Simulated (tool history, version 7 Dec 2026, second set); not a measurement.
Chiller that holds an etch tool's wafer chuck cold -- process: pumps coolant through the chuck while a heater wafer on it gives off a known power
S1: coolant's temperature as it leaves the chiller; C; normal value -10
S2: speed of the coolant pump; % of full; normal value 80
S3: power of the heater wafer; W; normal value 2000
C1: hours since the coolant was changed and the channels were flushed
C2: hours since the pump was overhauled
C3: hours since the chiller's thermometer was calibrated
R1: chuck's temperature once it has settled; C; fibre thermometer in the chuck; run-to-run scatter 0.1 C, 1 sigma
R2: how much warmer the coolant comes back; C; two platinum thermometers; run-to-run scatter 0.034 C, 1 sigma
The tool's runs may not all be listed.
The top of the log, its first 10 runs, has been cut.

{"run": 11, "hour": 223.8, "S1": -10, "S2": 80, "S3": 2000, "C1": 2459, "C2": 1050, "C3": 764, "R1": 4, "R2": 5.57}
{"run": 12, "hour": 245.9, "S1": -10, "S2": 80, "S3": 2000, "C1": 2481, "C2": 1072, "C3": 786, "R1": 4, "R2": 5.51}
{"run": 13, "hour": 269.6, "S1": -10, "S2": 80, "S3": 2000, "C1": 2504, "C2": 1096, "C3": 809, "R1": 3.8, "R2": 5.47}
{"run": 14, "hour": 293.1, "S1": -2, "S2": 80, "S3": 2000, "C1": 2528, "C2": 1119, "C3": 833, "R1": 12, "R2": 5.47}
{"run": 15, "hour": 316.0, "S1": -3, "S2": 80, "S3": 2000, "C1": 2551, "C2": 1142, "C3": 856, "R1": 11.1, "R2": 5.55}
{"run": 16, "hour": 344.2, "S1": -3, "S2": 80, "S3": 2000, "C1": 2579, "C2": 1170, "C3": 884, "R1": 11.1, "R2": 5.47}
{"run": 17, "hour": 371.6, "S1": -10, "S2": 80, "S3": 2000, "C1": 2606, "C2": 1198, "C3": 911, "R1": 3.9, "R2": 5.59}
{"run": 18, "hour": 394.9, "S1": -10, "S2": 77, "S3": 1625, "C1": 2630, "C2": 1221, "C3": 935, "R1": 1.9, "R2": 4.66}
{"run": 19, "hour": 411.6, "S1": -10, "S2": 77, "S3": 1625, "C1": 2646, "C2": 1238, "C3": 951, "R1": 1.6, "R2": 4.66}
{"run": 20, "hour": 431.8, "S1": -10, "S2": 97, "S3": 1625, "C1": 2667, "C2": 1258, "C3": 972, "R1": 0.2, "R2": 3.69}
{"run": 21, "hour": 462.0, "S1": -10, "S2": 99, "S3": 1077, "C1": 2697, "C2": 1288, "C3": 1002, "R1": -3.4, "R2": 2.4}
{"run": 22, "hour": 492.1, "S1": -10, "S2": 99, "S3": 1077, "C1": 2727, "C2": 1318, "C3": 1032, "R1": -3.2, "R2": 2.4}
{"run": 23, "hour": 520.3, "S1": -10, "S2": 99, "S3": 1077, "C1": 2755, "C2": 1346, "C3": 1060, "R1": -3.3, "R2": 2.39}

What does the tool deliver on the next run?
{"run": 24, "hour": 540.4, "S1": -10, "S2": 99, "S3": 1077, "C1": 2775, "C2": 1367, "C3": 1080, "R1": "?", "R2": "?"}

Run 24 produced R1 -3.1 C, R2 2.4 C.
If the tool had no hidden condition, the same run with the same run-to-run variation would have returned R1 -3.6 C, R2 2.37 C.
